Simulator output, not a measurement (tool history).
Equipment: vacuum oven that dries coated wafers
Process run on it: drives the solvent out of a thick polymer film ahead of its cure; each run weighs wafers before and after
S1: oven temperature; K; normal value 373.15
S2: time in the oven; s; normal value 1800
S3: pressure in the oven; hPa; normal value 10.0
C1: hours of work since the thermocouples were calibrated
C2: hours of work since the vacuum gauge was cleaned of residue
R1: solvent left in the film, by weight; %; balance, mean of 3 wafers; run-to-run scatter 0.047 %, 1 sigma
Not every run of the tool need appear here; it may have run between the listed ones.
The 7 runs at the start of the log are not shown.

run	hour	S1	S2	S3	C1	C2	R1
8	344.7	377.15	1800	10.0	662	500	1.49
9	408.4	377.15	1800	10.0	698	536	1.59
10	471.4	377.15	1800	10.0	734	572	1.51
11	533.6	377.15	1800	10.0	770	607	1.56
12	583.2	373.15	1800	10.0	798	636	2.22
13	631.7	373.15	1800	10.0	826	663	2.09
14	693.6	373.15	1800	10.0	861	699	2.12
15	731.4	373.15	1800	10.0	883	720	2.17
16	791.0	373.15	1800	10.0	917	754	2.14
17	860.9	381.15	1800	31.4	956	794	3.05
18	907.2	373.15	1800	17.3	983	820	2.94
19	953.9	374.15	1860	6.1	1009	847	1.58
20	1009.1	374.15	1860	6.1	1041	879	1.51
21	1078.6	374.15	1860	6.1	1081	918	1.65
22	1149.0	383.15	1200	25.3	1121	958	2.76
23	1215.4	383.15	1200	25.3	1159	996	2.79
24	1261.0	377.15	1800	10.0	1185	1022	1.72
25	1331.0	368.15	1920	6.9	1225	1062	2.49
26	1384.2	368.15	1920	6.9	1255	1093	2.57
27	1433.9	373.15	1080	10.0	1283	1121	3.93
28	1466.6	383.15	1380	29.8	1302	1140	2.91
29	1535.6	374.15	3000	16.5	1341	1179	2.15
30	1580.5	367.15	1800	12.7	1367	1205	3.84
31	1649.8	367.15	1380	8.0	1407	1244	4.24

Branching from run 31: 4 alternative next runs. What would each branch give?
A	1685.9	373.15	1320	30.5	1427	1265	?
B	1685.9	373.15	1500	10.0	1427	1265	?
C	1685.9	380.15	1380	5.7	1427	1265	?
D	1685.9	373.15	960	9.6	1427	1265	?

run	R1
A	5.24
B	2.70
C	1.43
D	4.40
Take away the tool's hidden state, keep each run's random variation, and the runs would have read:
run	R1
A	5.11
B	2.50
C	1.24
D	4.31
